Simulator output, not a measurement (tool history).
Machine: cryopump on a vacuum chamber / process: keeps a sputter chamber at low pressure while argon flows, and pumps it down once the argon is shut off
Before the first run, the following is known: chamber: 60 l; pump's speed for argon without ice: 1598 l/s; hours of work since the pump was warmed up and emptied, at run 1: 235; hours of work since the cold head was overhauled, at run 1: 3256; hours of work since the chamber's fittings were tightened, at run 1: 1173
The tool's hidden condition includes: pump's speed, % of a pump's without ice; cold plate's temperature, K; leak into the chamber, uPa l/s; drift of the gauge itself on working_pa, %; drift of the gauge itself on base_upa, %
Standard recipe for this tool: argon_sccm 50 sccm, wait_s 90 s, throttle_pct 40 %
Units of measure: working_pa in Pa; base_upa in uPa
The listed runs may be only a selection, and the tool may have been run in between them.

run,hour,argon_sccm,wait_s,throttle_pct,hours of work since the pump was warmed up and emptied,hours of work since the cold head was overhauled,hours of work since the chamber's fittings were tightened,working_pa,base_upa
1,0,50,90,40,235,3256,1173,0.1357,2.21
2,65.8,50,90,40,289,3310,1227,0.1364,2.19
3,150.2,50,90,40,359,3379,1296,0.1382,2.32
4,200.4,50,235,40,400,3421,1338,0.1394,1.87
5,303.5,50,235,40,485,3506,1422,0.1401,1.96
6,351.6,50,90,40,525,3545,1462,0.1409,2.54
7,397.7,50,90,40,563,3583,1500,0.1411,2.57
8,462.4,50,90,40,616,3636,1553,0.1428,2.6
9,564.4,50,90,40,700,3720,1637,0.144,2.76
10,624.4,50,90,40,749,3770,1687,0.1436,2.8
11,699.8,50,43,40,811,3832,1749,0.1453,3.89
12,745,50,43,40,848,3869,1786,0.1441,3.88
13,799.7,50,43,40,893,3914,1831,0.1458,3.95
14,898.3,50,43,40,975,3995,1912,0.1473,4.14
# hour 909.3: pump warmed up, emptied and cooled again
15,952.8,50,43,24,36,4036,1953,0.2231,3.68
16,1014.9,50,43,24,87,4087,2004,0.2217,3.73
17,1079.5,50,116,40,140,4140,2057,0.1355,2.78
18,1130.3,50,116,40,182,4182,2099,0.1361,2.73
19,1234,50,24,25,267,4267,2184,0.2173,5.22
20,1292,28,154,46,315,4315,2232,0.0676,2.83
21,1335.6,95,253,53,351,4351,2268,0.2023,2.64
22,1437,89,90,40,434,4434,2351,0.249,3.39
23,1515.3,20,298,40,499,4499,2416,0.056,2.78
24,1607.8,23,285,40,575,4575,2492,0.0647,2.94
25,1710.2,77,90,15,659,4659,2576,0.558,3.58
26,1779.6,66,87,44,716,4716,2633,0.1723,3.86
27,1851.8,43,39,44,776,4776,2692,0.114,5
28,1911.8,26,85,57,825,4825,2742,0.0546,4.1
29,1972.3,23,50,40,875,4875,2792,0.067,4.74
30,2065.1,23,111,23,951,4951,2868,0.1123,4.1
# hour 2105.1: pump warmed up, emptied and cooled again
31,2172.9,34,42,38,56,5036,2953,0.0968,4.59
# hour 2216.2: leaking fittings of the chamber tightened, without venting
32,2252.1,66,105,40,119,5099,30,0.1786,0.98
33,2337.6,66,105,40,190,5170,100,0.1793,1.06

How would selected steps in working_pa from run to run divide? Give the signed amount a tool lacking its hidden state would still show from settings, what came in and random variation, and the signed amount left for the hidden state, including any gauge scatter that is not in both of the compared results.
Run 14 -> 15: throttle_pct 40 -> 24, pump warmed up, emptied and cooled again. working_pa +0.0758 Pa: hidden state -0.0126, all else +0.0884.
Run 22 -> 23: argon_sccm 89 -> 20, wait_s 90 -> 298. working_pa -0.193 Pa: hidden state -0.0093, all else -0.1837.
Run 24 -> 25: argon_sccm 23 -> 77, wait_s 285 -> 90, throttle_pct 40 -> 15. working_pa +0.4933 Pa: hidden state +0.0113, all else +0.482.
Run 25 -> 26: argon_sccm 77 -> 66, wait_s 90 -> 87, throttle_pct 15 -> 44. working_pa -0.3857 Pa: hidden state -0.0011, all else -0.3846.
